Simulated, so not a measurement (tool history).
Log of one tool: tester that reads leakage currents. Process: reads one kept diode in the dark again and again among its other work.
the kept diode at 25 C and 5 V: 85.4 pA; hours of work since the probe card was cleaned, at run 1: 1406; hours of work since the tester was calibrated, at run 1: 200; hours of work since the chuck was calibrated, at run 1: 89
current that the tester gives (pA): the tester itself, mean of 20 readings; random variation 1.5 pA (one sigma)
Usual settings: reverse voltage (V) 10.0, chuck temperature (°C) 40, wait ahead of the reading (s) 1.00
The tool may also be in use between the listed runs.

run	day	reverse voltage (V)	chuck temperature (°C)	wait ahead of the reading (s)	hours of work since the probe card was cleaned	hours of work since the tester was calibrated	hours of work since the chuck was calibrated	current that the tester gives (pA)
1	0.000	10.0	40	1.00	1406	200	89	499.98
2	2.383	10.0	40	1.00	1445	239	128	498.63
3	4.004	10.0	40	1.00	1471	265	154	499.86
4	5.171	10.0	40	1.00	1490	284	173	496.82
5	6.567	10.0	40	1.00	1513	306	196	494.30
6	7.825	10.0	40	1.00	1533	327	216	493.77
7	9.283	10.0	40	1.84	1557	350	240	491.73
8	11.533	10.0	22	1.00	1593	387	276	98.25
9	13.612	10.0	40	0.33	1627	421	310	493.04
10	14.829	10.0	40	0.33	1647	440	330	493.15
11	16.883	2.1	40	0.33	1680	474	363	192.81
12	17.921	10.0	40	5.60	1697	490	380	481.37
13	20.300	15.1	40	1.00	1735	529	418	614.55
14	22.350	10.0	40	1.00	1769	562	451	476.71
15	23.875	10.0	40	1.00	1793	587	476	476.88
16	25.008	10.0	40	0.92	1812	605	495	476.46
17	26.146	15.9	40	1.00	1830	624	513	625.41
18	27.642	12.3	40	0.89	1854	648	537	536.19
19	29.183	5.3	40	9.85	1879	673	562	321.56
20	30.583	1.6	35	0.67	1902	696	585	102.23
21	32.600	1.6	35	0.67	1935	728	618	101.84
22	34.996	1.6	35	0.67	1974	767	656	101.60
23	36.112	10.0	50	0.65	1992	785	675	1073.88
24	37.312	10.0	23	4.65	2011	805	694	99.53
25	39.046	1.2	38	4.65	2039	833	722	109.70
26	41.000	1.2	38	4.65	2071	865	754	109.44
27	43.262	1.2	38	4.65	2108	901	791	108.41
28	45.438	1.2	38	4.65	2143	937	826	108.14
# day 47.038: probe card cleaned and baked
29	47.842	1.2	38	4.65	13	974	863	106.86
30	50.108	1.2	34	4.21	50	1010	899	74.27
31	51.750	7.7	21	5.10	76	1037	926	64.73
32	54.250	8.5	21	0.47	117	1077	967	73.49
33	55.596	8.5	21	0.47	139	1099	988	73.14
34	57.567	6.4	41	1.15	171	1131	1020	369.87

Hidden state or all else? Some run-to-run changes of current that the tester gives (pA), split into what the settings, what came in and random variation would give without the hidden state, and what is left for the hidden state (with any gauge scatter that isn't in both results):
The hidden state here: stray current of the dirty probe card, pA a volt; current scale over the true one, %; true chuck temperature over the reading, C; drift of the gauge itself on leakage_pa, %.
Run 8 -> 9: chuck temperature (°C) 22 -> 40, wait ahead of the reading (s) 1.00 -> 0.33. current that the tester gives (pA) +394.79: hidden state -19.91, all else +414.70.
Run 22 -> 23: reverse voltage (V) 1.6 -> 10.0, chuck temperature (°C) 35 -> 50, wait ahead of the reading (s) 0.67 -> 0.65. current that the tester gives (pA) +972.28: hidden state -91.77, all else +1064.05.
Run 23 -> 24: chuck temperature (°C) 50 -> 23, wait ahead of the reading (s) 0.65 -> 4.65. current that the tester gives (pA) -974.35: hidden state +94.46, all else -1068.81.
Run 33 -> 34: reverse voltage (V) 8.5 -> 6.4, chuck temperature (°C) 21 -> 41, wait ahead of the reading (s) 0.47 -> 1.15. current that the tester gives (pA) +296.73: hidden state -46.91, all else +343.64.

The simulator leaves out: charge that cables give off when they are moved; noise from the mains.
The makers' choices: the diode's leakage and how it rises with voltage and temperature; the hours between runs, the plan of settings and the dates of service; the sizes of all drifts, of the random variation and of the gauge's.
